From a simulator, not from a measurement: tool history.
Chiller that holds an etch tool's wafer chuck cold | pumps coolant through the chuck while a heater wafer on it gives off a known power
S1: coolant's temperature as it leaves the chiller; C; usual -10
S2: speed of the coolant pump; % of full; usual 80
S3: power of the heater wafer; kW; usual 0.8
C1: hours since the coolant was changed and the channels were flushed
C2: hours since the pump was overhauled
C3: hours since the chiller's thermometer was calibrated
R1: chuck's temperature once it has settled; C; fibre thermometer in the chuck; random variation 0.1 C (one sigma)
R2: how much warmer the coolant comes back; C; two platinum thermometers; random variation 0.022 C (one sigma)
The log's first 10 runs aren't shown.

run 11 day=23.583 | S1=-10 S2=80 S3=0.8 | C1=7070 C2=2597 C3=2979 | R1=-1.4 R2=2.78
run 12 day=26.575 | S1=-10 S2=80 S3=0.8 | C1=7142 C2=2669 C3=3050 | R1=-1.4 R2=2.79
run 13 day=28.075 | S1=-10 S2=80 S3=0.8 | C1=7178 C2=2705 C3=3086 | R1=-1.4 R2=2.81
run 14 day=30.662 | S1=-13 S2=80 S3=0.8 | C1=7240 C2=2767 C3=3149 | R1=-4.4 R2=2.78
run 15 day=33.642 | S1=-13 S2=80 S3=0.8 | C1=7312 C2=2839 C3=3220 | R1=-4.5 R2=2.8
run 16 day=36.892 | S1=-10 S2=80 S3=1.188 | C1=7390 C2=2917 C3=3298 | R1=2.6 R2=4.11
run 17 day=38.588 | S1=-10 S2=61 S3=0.418 | C1=7430 C2=2957 C3=3339 | R1=-4.6 R2=1.96
run 18 day=41.712 | S1=-13 S2=91 S3=0.815 | C1=7505 C2=3032 C3=3414 | R1=-4.7 R2=2.47
run 19 day=43.942 | S1=-13 S2=89 S3=1.087 | C1=7559 C2=3086 C3=3467 | R1=-2.1 R2=3.39
run 20 day=45.75 | S1=-10 S2=92 S3=0.8 | C1=7602 C2=3129 C3=3511 | R1=-1.9 R2=2.38
-- day=46.254 coolant pump overhauled
run 21 day=49.208 | S1=-10 S2=92 S3=0.8 | C1=7680 C2=71 C3=3589 | R1=-1.9 R2=2.44
run 22 day=52.417 | S1=-8 S2=70 S3=0.43 | C1=7757 C2=148 C3=3666 | R1=-2.9 R2=1.72
run 23 day=53.904 | S1=-5 S2=97 S3=0.616 | C1=7793 C2=184 C3=3701 | R1=1 R2=1.74
run 24 day=56.5 | S1=-8 S2=78 S3=0.984 | C1=7855 C2=246 C3=3764 | R1=2.9 R2=3.56
run 25 day=59.1 | S1=-19 S2=72 S3=0.605 | C1=7918 C2=308 C3=3826 | R1=-11.9 R2=2.4
-- day=61.829 coolant pump overhauled, once more
run 26 day=61.925 | S1=-1 S2=72 S3=0.817 | C1=7981 C2=2 C3=3889 | R1=8.5 R2=3.09
run 27 day=65.321 | S1=-10 S2=60 S3=0.423 | C1=8062 C2=84 C3=3970 | R1=-4.4 R2=1.96
run 28 day=67.317 | S1=-1 S2=73 S3=0.84 | C1=8110 C2=132 C3=4018 | R1=8.6 R2=3.16
run 29 day=70.438 | S1=-8 S2=73 S3=0.84 | C1=8185 C2=207 C3=4093 | R1=1.8 R2=3.23
run 30 day=73.333 | S1=-3 S2=61 S3=0.549 | C1=8254 C2=276 C3=4163 | R1=4.2 R2=2.52
run 31 day=75.225 | S1=-17 S2=61 S3=0.549 | C1=8300 C2=322 C3=4208 | R1=-9.8 R2=2.52
run 32 day=77.638 | S1=-17 S2=61 S3=0.518 | C1=8358 C2=379 C3=4266 | R1=-10.2 R2=2.37

Forecast each of these 4 alternatives for the next run:
run A day=80.267 | S1=-1 S2=61 S3=0.8 | C1=8421 C2=442 C3=4329 | R1=? R2=?
run B day=80.267 | S1=-17 S2=62 S3=0.857 | C1=8421 C2=442 C3=4329 | R1=? R2=?
run C day=80.267 | S1=-18 S2=71 S3=0.663 | C1=8421 C2=442 C3=4329 | R1=? R2=?
run D day=80.267 | S1=-8 S2=85 S3=0.4 | C1=8421 C2=442 C3=4329 | R1=? R2=?

run=A R1=9.4 R2=3.7
run=B R1=-6 R2=3.85
run=C R1=-10.1 R2=2.57
run=D R1=-3.6 R2=1.27
Without the tool's hidden state the same runs would have given:
run=A R1=7.7 R2=3.67
run=B R1=-7.8 R2=3.83
run=C R1=-11.5 R2=2.55
run=D R1=-4.5 R2=1.26
